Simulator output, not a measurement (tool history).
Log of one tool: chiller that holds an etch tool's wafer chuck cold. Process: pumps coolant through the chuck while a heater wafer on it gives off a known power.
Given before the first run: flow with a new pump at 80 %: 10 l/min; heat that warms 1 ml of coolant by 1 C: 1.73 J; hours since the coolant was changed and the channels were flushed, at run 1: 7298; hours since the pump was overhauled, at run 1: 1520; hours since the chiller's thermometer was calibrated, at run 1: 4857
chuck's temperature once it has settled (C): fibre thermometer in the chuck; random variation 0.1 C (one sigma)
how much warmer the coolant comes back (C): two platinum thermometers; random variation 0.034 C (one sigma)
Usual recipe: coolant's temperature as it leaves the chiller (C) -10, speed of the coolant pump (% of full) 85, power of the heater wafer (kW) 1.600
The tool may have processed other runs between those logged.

run,hour,coolant's temperature as it leaves the chiller (C),speed of the coolant pump (% of full),power of the heater wafer (kW),hours since the coolant was changed and the channels were flushed,hours since the pump was overhauled,hours since the chiller's thermometer was calibrated,chuck's temperature once it has settled (C),how much warmer the coolant comes back (C)
1,0.0,-10,85,1.600,7298,1520,4857,9.4,5.30
2,33.0,-10,85,0.821,7331,1553,4890,-0.2,2.75
3,95.7,-10,85,0.821,7393,1615,4953,0.0,2.72
4,145.6,-10,85,0.821,7443,1665,5002,-0.2,2.69
5,189.0,-10,85,0.821,7487,1709,5046,-0.1,2.69
6,242.4,-10,85,0.821,7540,1762,5099,-0.1,2.73
7,304.5,-10,92,1.600,7602,1824,5161,8.6,4.82
8,334.4,-10,85,1.600,7632,1854,5191,9.9,5.28
9,397.8,-10,85,1.600,7696,1917,5255,9.7,5.29
10,456.5,-10,85,1.600,7754,1976,5313,9.8,5.26
11,515.3,-10,85,1.600,7813,2035,5372,9.7,5.25
# hour 577.8: chiller's thermometer calibrated
12,577.8,-10,85,1.600,7874,2096,0,10.4,5.27
13,616.9,-10,85,1.600,7914,2135,39,10.5,5.25
14,663.7,-10,85,1.600,7960,2182,86,10.4,5.34
15,727.3,-10,85,1.600,8024,2246,149,10.6,5.25
16,771.6,-10,85,1.600,8068,2290,194,10.4,5.34
17,810.3,-10,85,1.600,8107,2329,233,10.4,5.26
18,862.7,-1,78,1.369,8159,2381,285,18.0,4.98
19,923.9,-1,78,1.369,8221,2442,346,17.7,4.97
20,987.9,0,82,1.322,8285,2506,410,17.5,4.53
21,1020.9,0,82,1.322,8318,2539,443,17.6,4.52
22,1075.2,0,82,1.322,8372,2594,497,17.4,4.49
23,1122.7,0,82,1.322,8419,2641,545,17.5,4.53
24,1180.4,-3,66,1.600,8477,2699,603,22.3,6.97
25,1207.3,-10,76,1.600,8504,2726,629,12.7,5.95
26,1262.5,-19,68,2.196,8559,2781,685,14.8,9.19
# hour 1277.3: coolant changed, channels flushed
27,1330.0,-15,88,1.600,53,2843,746,1.8,5.05
28,1387.4,-10,78,1.170,110,2900,804,3.5,4.23
29,1420.9,-18,74,2.164,144,2933,837,8.2,8.31
30,1472.2,-16,74,0.820,195,2985,888,-5.9,3.10
31,1504.2,-10,64,1.005,227,3017,920,3.5,4.45
32,1545.1,-9,85,1.769,268,3058,961,10.3,5.89

A few steps of chuck's temperature once it has settled (C) between consecutive runs. Split each: what settings, incoming material and random variation would produce without the hidden state, and what is left over for the hidden state, along with gauge scatter present in only one of the two compared results (measured, and without hidden state):
Hidden conditions of the tool in this case: heat passed by the chuck's channels, % of clean ones'; flow at a given pump speed, % of a new pump's; coolant's true temperature over the reading, C; drift of the gauge itself on chuck_c, C; drift of the gauge itself on warmer_back_c, C.
Run 1 -> 2: power of the heater wafer (kW) 1.600 -> 0.821. chuck's temperature once it has settled (C) -9.6: hidden state -1.5, all else -8.1.
Run 24 -> 25: coolant's temperature as it leaves the chiller (C) -3 -> -10, speed of the coolant pump (% of full) 66 -> 76. chuck's temperature once it has settled (C) -9.6: hidden state -0.5, all else -9.1.
Run 25 -> 26: coolant's temperature as it leaves the chiller (C) -10 -> -19, speed of the coolant pump (% of full) 76 -> 68, power of the heater wafer (kW) 1.600 -> 2.196. chuck's temperature once it has settled (C) +2.1: hidden state +2.1, all else +0.0.
Run 26 -> 27: coolant's temperature as it leaves the chiller (C) -19 -> -15, speed of the coolant pump (% of full) 68 -> 88, power of the heater wafer (kW) 2.196 -> 1.600, coolant changed, channels flushed. chuck's temperature once it has settled (C) -13.0: hidden state -5.9, all else -7.1.
Run 29 -> 30: coolant's temperature as it leaves the chiller (C) -18 -> -16, power of the heater wafer (kW) 2.164 -> 0.820. chuck's temperature once it has settled (C) -14.1: hidden state -0.4, all else -13.7.
